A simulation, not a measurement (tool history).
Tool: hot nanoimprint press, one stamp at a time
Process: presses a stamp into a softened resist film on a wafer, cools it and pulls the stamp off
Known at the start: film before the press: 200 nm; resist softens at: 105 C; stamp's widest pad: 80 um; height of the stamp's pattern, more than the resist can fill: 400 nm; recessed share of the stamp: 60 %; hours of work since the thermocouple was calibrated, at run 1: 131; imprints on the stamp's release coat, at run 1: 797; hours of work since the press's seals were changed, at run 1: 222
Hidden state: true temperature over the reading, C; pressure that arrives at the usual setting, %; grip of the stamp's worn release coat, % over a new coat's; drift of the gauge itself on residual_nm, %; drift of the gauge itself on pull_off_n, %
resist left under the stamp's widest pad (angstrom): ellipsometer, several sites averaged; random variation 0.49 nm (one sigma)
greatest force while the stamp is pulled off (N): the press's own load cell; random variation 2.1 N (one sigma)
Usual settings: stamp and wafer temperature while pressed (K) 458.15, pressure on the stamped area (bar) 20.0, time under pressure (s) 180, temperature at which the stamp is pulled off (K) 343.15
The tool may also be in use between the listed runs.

run,hour,stamp and wafer temperature while pressed (K),pressure on the stamped area (bar),time under pressure (s),temperature at which the stamp is pulled off (K),hours of work since the thermocouple was calibrated,imprints on the stamp's release coat,hours of work since the press's seals were changed,resist left under the stamp's widest pad (angstrom),greatest force while the stamp is pulled off (N)
1,0.0,458.15,20.0,180,343.15,131,797,222,989,94
2,16.0,458.15,20.0,180,343.15,140,830,231,996,93
3,47.2,458.15,20.0,180,343.15,158,894,249,994,95
4,80.8,458.15,20.0,180,343.15,177,963,268,991,93
5,110.3,458.15,20.0,180,343.15,194,1024,285,991,96
6,126.5,458.15,20.0,180,343.15,203,1057,295,996,95
7,159.1,458.15,21.2,180,343.15,222,1124,313,972,96
8,187.1,458.15,21.2,180,343.15,238,1181,329,972,90
9,215.3,458.15,20.0,180,343.15,254,1239,345,987,94
10,241.4,458.15,20.0,180,333.15,269,1293,360,984,102
11,271.8,458.15,20.0,180,333.15,286,1355,378,993,103
12,287.5,458.15,20.0,180,333.15,295,1387,387,1001,101
13,316.3,458.15,20.0,180,333.15,312,1447,403,1000,101
14,345.6,458.15,20.0,180,333.15,328,1507,420,992,97
15,379.4,458.15,20.0,180,343.15,348,1576,439,990,91
16,398.3,458.15,21.7,180,341.15,358,1615,450,960,94
17,414.5,464.15,13.0,179,350.15,368,1648,459,905,89
18,439.5,470.15,15.7,271,350.15,382,1699,474,526,87
19,474.7,470.15,25.2,271,340.15,402,1772,494,419,99
20,490.0,458.15,25.2,271,340.15,411,1803,502,768,96
21,513.7,451.15,25.2,271,340.15,424,1852,516,1077,93
22,549.6,458.15,20.0,304,337.15,445,1925,537,816,100
# hour 572.9: stamp cleaned and given a new release coat
23,578.8,458.15,20.0,304,337.15,458,12,550,807,99
24,608.1,464.15,20.0,265,328.15,475,72,567,625,106
25,642.8,464.15,20.0,265,328.15,495,144,586,630,107
26,676.4,456.15,20.0,345,330.15,514,213,606,851,101
27,710.4,458.15,20.5,153,343.15,533,282,625,1046,95
28,730.2,451.15,20.5,359,348.15,545,323,636,1059,89
29,748.6,465.15,20.0,180,343.15,555,361,647,714,94
30,776.3,465.15,20.0,180,343.15,571,418,663,716,93

4 ways to go on from here, each from the tool as it stands after run 30. What would each give?
# hour 794.3: plate thermocouple calibrated
A,805.6,468.15,20.0,180,328.15,6,472,678,?,?
# hour 794.3: plate thermocouple calibrated
B,805.6,458.15,20.0,123,343.15,6,472,678,?,?
# hour 794.3: plate thermocouple calibrated
C,805.6,463.15,20.0,180,340.15,6,472,678,?,?
# hour 794.3: plate thermocouple calibrated
D,805.6,458.15,28.7,180,343.15,6,472,678,?,?

run,resist left under the stamp's widest pad (angstrom),greatest force while the stamp is pulled off (N)
A,621,108
B,1141,92
C,789,98
D,859,94
Without the tool's hidden state the same runs would have given:
run,resist left under the stamp's widest pad (angstrom),greatest force while the stamp is pulled off (N)
A,621,108
B,1141,92
C,789,97
D,858,94

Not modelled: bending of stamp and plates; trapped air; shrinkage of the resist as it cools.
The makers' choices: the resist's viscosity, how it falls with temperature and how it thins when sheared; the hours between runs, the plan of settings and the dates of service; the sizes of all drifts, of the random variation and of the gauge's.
